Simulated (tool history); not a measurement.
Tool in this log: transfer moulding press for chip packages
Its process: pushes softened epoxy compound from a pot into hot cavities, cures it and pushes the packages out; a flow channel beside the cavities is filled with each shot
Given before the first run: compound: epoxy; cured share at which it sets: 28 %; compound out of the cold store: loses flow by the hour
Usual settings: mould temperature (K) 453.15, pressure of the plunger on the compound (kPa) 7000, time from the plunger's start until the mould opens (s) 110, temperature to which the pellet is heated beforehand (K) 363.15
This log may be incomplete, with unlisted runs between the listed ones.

run,day,mould temperature (K),pressure of the plunger on the compound (kPa),time from the plunger's start until the mould opens (s),temperature to which the pellet is heated beforehand (K),incoming compound's hours out of the cold store,length that the compound runs in the flow channel (mm),greatest force on the pins that push the packages out (N)
1,0.000,453.15,7000,110,363.15,29.2,551,297
2,0.967,453.15,7000,110,363.15,19.7,589,315
# day 1.404: cavities cleaned with cleaning compound and waxed
3,2.083,453.15,6180,110,363.15,17.3,569,253
4,2.779,453.15,6180,110,363.15,41.0,487,263
5,3.508,453.15,6180,110,363.15,25.5,530,287
6,4.279,455.15,7000,110,363.15,11.6,614,273
7,4.879,455.15,7000,110,363.15,25.9,564,293
8,5.754,455.15,7000,110,363.15,11.7,614,296
# day 6.150: cavities cleaned with cleaning compound and waxed
9,7.112,449.15,8690,119,360.15,15.8,684,302
10,8.438,447.15,8260,113,356.15,45.6,553,393
# day 8.746: mould's thermocouples calibrated
11,9.250,452.15,7700,102,358.15,20.1,607,345
12,10.250,457.15,7000,110,365.15,8.1,619,286
# day 10.912: cavities cleaned with cleaning compound and waxed
13,11.283,453.15,7000,107,361.15,25.2,558,235
14,12.625,453.15,7000,107,361.15,17.3,595,291
15,13.554,451.15,5470,104,359.15,22.2,509,358

Forecast each of these 4 alternatives for the next run:
A,14.783,453.15,5210,110,363.15,11.1,?,?
B,14.783,451.15,8100,104,359.15,35.6,?,?
C,14.783,451.15,5470,104,355.15,27.0,?,?
D,14.783,457.15,5470,104,359.15,14.4,?,?

run,length that the compound runs in the flow channel (mm),greatest force on the pins that push the packages out (N)
A,523,314
B,566,368
C,486,372
D,520,282
Take away the tool's hidden state, keep each run's random variation, and the runs would have read:
run,length that the compound runs in the flow channel (mm),greatest force on the pins that push the packages out (N)
A,538,218
B,582,255
C,499,256
D,535,196

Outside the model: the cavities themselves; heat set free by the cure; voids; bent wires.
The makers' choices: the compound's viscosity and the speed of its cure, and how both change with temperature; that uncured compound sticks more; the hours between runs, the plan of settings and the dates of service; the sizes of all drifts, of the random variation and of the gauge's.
